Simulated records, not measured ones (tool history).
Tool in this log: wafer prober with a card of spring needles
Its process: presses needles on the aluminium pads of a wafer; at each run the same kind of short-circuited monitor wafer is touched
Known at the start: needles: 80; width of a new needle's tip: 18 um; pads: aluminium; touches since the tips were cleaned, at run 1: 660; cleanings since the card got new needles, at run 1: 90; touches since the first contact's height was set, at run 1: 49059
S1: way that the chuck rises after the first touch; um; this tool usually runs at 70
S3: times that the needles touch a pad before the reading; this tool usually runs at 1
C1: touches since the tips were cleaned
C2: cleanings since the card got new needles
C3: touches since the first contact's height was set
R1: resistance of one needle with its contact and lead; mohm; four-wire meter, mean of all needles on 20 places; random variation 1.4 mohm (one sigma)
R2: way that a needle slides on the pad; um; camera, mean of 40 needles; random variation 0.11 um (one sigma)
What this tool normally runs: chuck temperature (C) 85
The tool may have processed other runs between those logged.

Run 1, day 0.000: usual settings; C1 660; C2 90; C3 49059. Result: R1 128 mohm, R2 17.84 um.
At day 0.083: tips cleaned on abrasive film.
At day 0.196: tips cleaned on abrasive film.
At day 0.308: tips cleaned on abrasive film.
At day 0.450: tips cleaned on abrasive film.
At day 0.588: tips cleaned on abrasive film.
At day 0.700: tips cleaned on abrasive film.
At day 0.842: tips cleaned on abrasive film.
At day 0.979: tips cleaned on abrasive film.
At day 1.092: tips cleaned on abrasive film.
At day 1.204: tips cleaned on abrasive film.
Run 2, day 1.258: usual settings; C1 785; C2 100; C3 67333. Result: R1 129 mohm, R2 18.21 um.
At day 1.342: tips cleaned on abrasive film.
At day 1.454: tips cleaned on abrasive film.
At day 1.567: tips cleaned on abrasive film.
At day 1.679: tips cleaned on abrasive film.
At day 1.821: tips cleaned on abrasive film.
At day 1.933: tips cleaned on abrasive film.
At day 2.046: tips cleaned on abrasive film.
At day 2.158: tips cleaned on abrasive film.
At day 2.271: tips cleaned on abrasive film.
At day 2.408: tips cleaned on abrasive film.
At day 2.521: tips cleaned on abrasive film.
Run 3, day 2.579: usual settings but chuck temperature (C) 32; C1 857; C2 111; C3 86492. Result: R1 119 mohm, R2 18.18 um.
At day 2.638: tips cleaned on abrasive film.
At day 2.775: tips cleaned on abrasive film.
At day 2.888: tips cleaned on abrasive film.
At day 3.000: tips cleaned on abrasive film.
At day 3.112: tips cleaned on abrasive film.
At day 3.225: tips cleaned on abrasive film.
At day 3.367: tips cleaned on abrasive film.
At day 3.479: tips cleaned on abrasive film.
At day 3.617: tips cleaned on abrasive film.
At day 3.758: tips cleaned on abrasive film.
At day 3.896: tips cleaned on abrasive film.
At day 4.008: tips cleaned on abrasive film.
At day 4.121: tips cleaned on abrasive film.
Run 4, day 4.188: usual settings but S1 57 um; C1 970; C2 124; C3 109838. Result: R1 133 mohm, R2 14.86 um.
At day 4.246: tips cleaned on abrasive film.
At day 4.358: tips cleaned on abrasive film.
At day 4.471: tips cleaned on abrasive film.
At day 4.588: height of the first contact set anew.
At day 4.621: tips cleaned on abrasive film.
At day 4.733: tips cleaned on abrasive film.
At day 4.871: tips cleaned on abrasive film.
At day 4.983: tips cleaned on abrasive film.
At day 5.096: tips cleaned on abrasive film.
At day 5.208: tips cleaned on abrasive film.
Run 5, day 5.258: usual settings but S1 57 um; C1 729; C2 133; C3 9677. Result: R1 135 mohm, R2 14.94 um.
At day 5.346: tips cleaned on abrasive film.
At day 5.454: tips cleaned on abrasive film.
At day 5.567: tips cleaned on abrasive film.
At day 5.679: tips cleaned on abrasive film.
At day 5.821: tips cleaned on abrasive film.
At day 5.958: tips cleaned on abrasive film.
At day 6.071: tips cleaned on abrasive film.
At day 6.183: tips cleaned on abrasive film.
At day 6.325: tips cleaned on abrasive film.
At day 6.438: tips cleaned on abrasive film.
At day 6.550: tips cleaned on abrasive film.
At day 6.662: tips cleaned on abrasive film.
At day 6.800: tips cleaned on abrasive film.
Run 6, day 6.888: usual settings but S1 57 um; C1 1273; C2 146; C3 33320. Result: R1 131 mohm, R2 14.70 um.
At day 6.917: tips cleaned on abrasive film.
At day 7.029: tips cleaned on abrasive film.
At day 7.171: tips cleaned on abrasive film.
At day 7.283: tips cleaned on abrasive film.
At day 7.396: tips cleaned on abrasive film.
At day 7.533: tips cleaned on abrasive film.
At day 7.671: tips cleaned on abrasive film.
Run 7, day 7.725: usual settings but S1 57 um; C1 807; C2 153; C3 45518. Result: R1 133 mohm, R2 14.72 um.
At day 7.812: tips cleaned on abrasive film.
At day 7.950: tips cleaned on abrasive film.
At day 8.062: tips cleaned on abrasive film.
At day 8.204: tips cleaned on abrasive film.
At day 8.317: tips cleaned on abrasive film.
At day 8.429: tips cleaned on abrasive film.
At day 8.542: tips cleaned on abrasive film.
At day 8.654: tips cleaned on abrasive film.
At day 8.767: tips cleaned on abrasive film.
At day 8.904: tips cleaned on abrasive film.
At day 9.046: tips cleaned on abrasive film.
Run 8, day 9.067: usual settings but S1 57 um; C1 319; C2 164; C3 64953. Result: R1 134 mohm, R2 14.82 um.
At day 9.179: tips cleaned on abrasive film.
At day 9.292: tips cleaned on abrasive film.
At day 9.404: tips cleaned on abrasive film.
At day 9.542: tips cleaned on abrasive film.
At day 9.654: tips cleaned on abrasive film.
At day 9.796: tips cleaned on abrasive film.
At day 9.908: tips cleaned on abrasive film.
At day 10.021: tips cleaned on abrasive film.
At day 10.133: tips cleaned on abrasive film.
At day 10.271: tips cleaned on abrasive film.
At day 10.383: tips cleaned on abrasive film.
At day 10.496: tips cleaned on abrasive film.
At day 10.608: tips cleaned on abrasive film.
Run 9, day 10.688: usual settings but S1 84 um, chuck temperature (C) 120; C1 1220; C2 177; C3 88543. Result: R1 130 mohm, R2 22.05 um.
At day 10.725: tips cleaned on abrasive film.
At day 10.838: tips cleaned on abrasive film.
At day 10.975: tips cleaned on abrasive film.
At day 11.088: tips cleaned on abrasive film.
At day 11.200: tips cleaned on abrasive film.
At day 11.312: tips cleaned on abrasive film.
At day 11.454: tips cleaned on abrasive film.
At day 11.567: tips cleaned on abrasive film.
At day 11.704: tips cleaned on abrasive film.
At day 11.846: tips cleaned on abrasive film.
At day 11.958: tips cleaned on abrasive film.
Run 10, day 12.004: usual settings but S1 86 um, chuck temperature (C) 98, S3 3; C1 735; C2 188; C3 107634. Result: R1 128 mohm, R2 22.72 um.
At day 12.092: tips cleaned on abrasive film.
At day 12.204: tips cleaned on abrasive film.
At day 12.317: tips cleaned on abrasive film.
At day 12.429: tips cleaned on abrasive film.
At day 12.542: tips cleaned on abrasive film.
At day 12.579: height of the first contact set anew.
At day 12.667: tips cleaned on abrasive film.
At day 12.804: tips cleaned on abrasive film.
At day 12.917: tips cleaned on abrasive film.
At day 13.029: tips cleaned on abrasive film.
At day 13.142: tips cleaned on abrasive film.
At day 13.283: tips cleaned on abrasive film.
At day 13.421: tips cleaned on abrasive film.
At day 13.533: tips cleaned on abrasive film.
At day 13.646: tips cleaned on abrasive film.
Run 11, day 13.688: usual settings but chuck temperature (C) 48, S3 2; C1 618; C2 202; C3 16074. Result: R1 121 mohm, R2 18.47 um.
At day 13.771: tips cleaned on abrasive film.
At day 13.883: tips cleaned on abrasive film.
At day 13.996: tips cleaned on abrasive film.
At day 14.138: tips cleaned on abrasive film.
At day 14.250: tips cleaned on abrasive film.
At day 14.362: tips cleaned on abrasive film.
At day 14.500: tips cleaned on abrasive film.
At day 14.612: tips cleaned on abrasive film.
At day 14.725: tips cleaned on abrasive film.
At day 14.838: tips cleaned on abrasive film.
At day 14.979: tips cleaned on abrasive film.
At day 15.117: tips cleaned on abrasive film.
At day 15.229: tips cleaned on abrasive film.
Run 12, day 15.317: usual settings but S1 54 um, chuck temperature (C) 48, S3 2; C1 1295; C2 215; C3 39739. Result: R1 131 mohm, R2 14.22 um.
At day 15.346: tips cleaned on abrasive film.
At day 15.458: tips cleaned on abrasive film.
At day 15.600: tips cleaned on abrasive film.
At day 15.712: tips cleaned on abrasive film.
At day 15.825: tips cleaned on abrasive film.
At day 15.962: tips cleaned on abrasive film.
At day 16.075: tips cleaned on abrasive film.
At day 16.188: tips cleaned on abrasive film.
At day 16.300: tips cleaned on abrasive film.
At day 16.412: tips cleaned on abrasive film.
At day 16.550: gauge calibrated.
At day 16.554: tips cleaned on abrasive film.
At day 16.667: tips cleaned on abrasive film.
At day 16.804: tips cleaned on abrasive film.
At day 16.946: tips cleaned on abrasive film.
Run 13, day 16.950: usual settings but S1 62 um; C1 103; C2 229; C3 63431. Result: R1 131 mohm, R2 15.89 um.
At day 17.062: tips cleaned on abrasive film.
At day 17.175: tips cleaned on abrasive film.
At day 17.288: tips cleaned on abrasive film.
At day 17.400: tips cleaned on abrasive film.
At day 17.512: tips cleaned on abrasive film.
At day 17.654: tips cleaned on abrasive film.
At day 17.767: tips cleaned on abrasive film.
Run 14, day 17.854: usual settings but S1 74 um, chuck temperature (C) 49; C1 1343; C2 236; C3 76569. Result: R1 122 mohm, R2 19.07 um.
At day 17.883: tips cleaned on abrasive film.
At day 17.996: tips cleaned on abrasive film.
At day 18.108: tips cleaned on abrasive film.
At day 18.221: tips cleaned on abrasive film.
At day 18.362: tips cleaned on abrasive film.
At day 18.475: tips cleaned on abrasive film.
At day 18.612: tips cleaned on abrasive film.
At day 18.725: tips cleaned on abrasive film.
Run 15, day 18.729: usual settings but S1 51 um, chuck temperature (C) 89, S3 2; C1 62; C2 244; C3 89237. Result: R1 139 mohm, R2 13.25 um.

5 ways to go on from here, each from the tool as it stands after run 15. What would each give?
At day 18.842: tips cleaned on abrasive film.
At day 18.983: tips cleaned on abrasive film.
At day 19.121: tips cleaned on abrasive film.
At day 19.233: tips cleaned on abrasive film.
At day 19.346: tips cleaned on abrasive film.
At day 19.458: tips cleaned on abrasive film.
At day 19.571: tips cleaned on abrasive film.
At day 19.712: tips cleaned on abrasive film.
At day 19.850: tips cleaned on abrasive film.
At day 19.962: tips cleaned on abrasive film.
Run A, day 20.054: usual settings but S1 67 um, chuck temperature (C) 115; C1 1384; C2 254; C3 108517. Result: R1 ?, R2 ?.
At day 18.842: tips cleaned on abrasive film.
At day 18.983: tips cleaned on abrasive film.
At day 19.121: tips cleaned on abrasive film.
At day 19.233: tips cleaned on abrasive film.
At day 19.346: tips cleaned on abrasive film.
At day 19.458: tips cleaned on abrasive film.
At day 19.571: tips cleaned on abrasive film.
At day 19.712: tips cleaned on abrasive film.
At day 19.850: tips cleaned on abrasive film.
At day 19.962: tips cleaned on abrasive film.
Run B, day 20.054: usual settings but S1 69 um, chuck temperature (C) 99, S3 3; C1 1384; C2 254; C3 108517. Result: R1 ?, R2 ?.
At day 18.842: tips cleaned on abrasive film.
At day 18.983: tips cleaned on abrasive film.
At day 19.121: tips cleaned on abrasive film.
At day 19.233: tips cleaned on abrasive film.
At day 19.346: tips cleaned on abrasive film.
At day 19.458: tips cleaned on abrasive film.
At day 19.571: tips cleaned on abrasive film.
At day 19.712: tips cleaned on abrasive film.
At day 19.850: tips cleaned on abrasive film.
At day 19.962: tips cleaned on abrasive film.
Run C, day 20.054: usual settings but S1 61 um, chuck temperature (C) 89; C1 1384; C2 254; C3 108517. Result: R1 ?, R2 ?.
At day 18.842: tips cleaned on abrasive film.
At day 18.983: tips cleaned on abrasive film.
At day 19.121: tips cleaned on abrasive film.
At day 19.233: tips cleaned on abrasive film.
At day 19.346: tips cleaned on abrasive film.
At day 19.458: tips cleaned on abrasive film.
At day 19.571: tips cleaned on abrasive film.
At day 19.712: tips cleaned on abrasive film.
At day 19.850: tips cleaned on abrasive film.
At day 19.962: tips cleaned on abrasive film.
Run D, day 20.054: usual settings but S1 61 um, chuck temperature (C) 44, S3 2; C1 1384; C2 254; C3 108517. Result: R1 ?, R2 ?.
At day 18.842: tips cleaned on abrasive film.
At day 18.983: tips cleaned on abrasive film.
At day 19.121: tips cleaned on abrasive film.
At day 19.233: tips cleaned on abrasive film.
At day 19.346: tips cleaned on abrasive film.
At day 19.458: tips cleaned on abrasive film.
At day 19.571: tips cleaned on abrasive film.
At day 19.712: tips cleaned on abrasive film.
At day 19.850: tips cleaned on abrasive film.
At day 19.962: tips cleaned on abrasive film.
Run E, day 20.054: usual settings but S1 51 um, chuck temperature (C) 56, S3 2; C1 1384; C2 254; C3 108517. Result: R1 ?, R2 ?.

run   R1     R2
  A  134  17.40
  B  132  18.09
  C  132  15.95
  D  124  15.68
  E  132  13.27
Had the tool no hidden state, the same runs would have come out as:
run   R1     R2
  A  134  17.31
  B  132  17.99
  C  131  15.86
  D  124  15.59
  E  132  13.19

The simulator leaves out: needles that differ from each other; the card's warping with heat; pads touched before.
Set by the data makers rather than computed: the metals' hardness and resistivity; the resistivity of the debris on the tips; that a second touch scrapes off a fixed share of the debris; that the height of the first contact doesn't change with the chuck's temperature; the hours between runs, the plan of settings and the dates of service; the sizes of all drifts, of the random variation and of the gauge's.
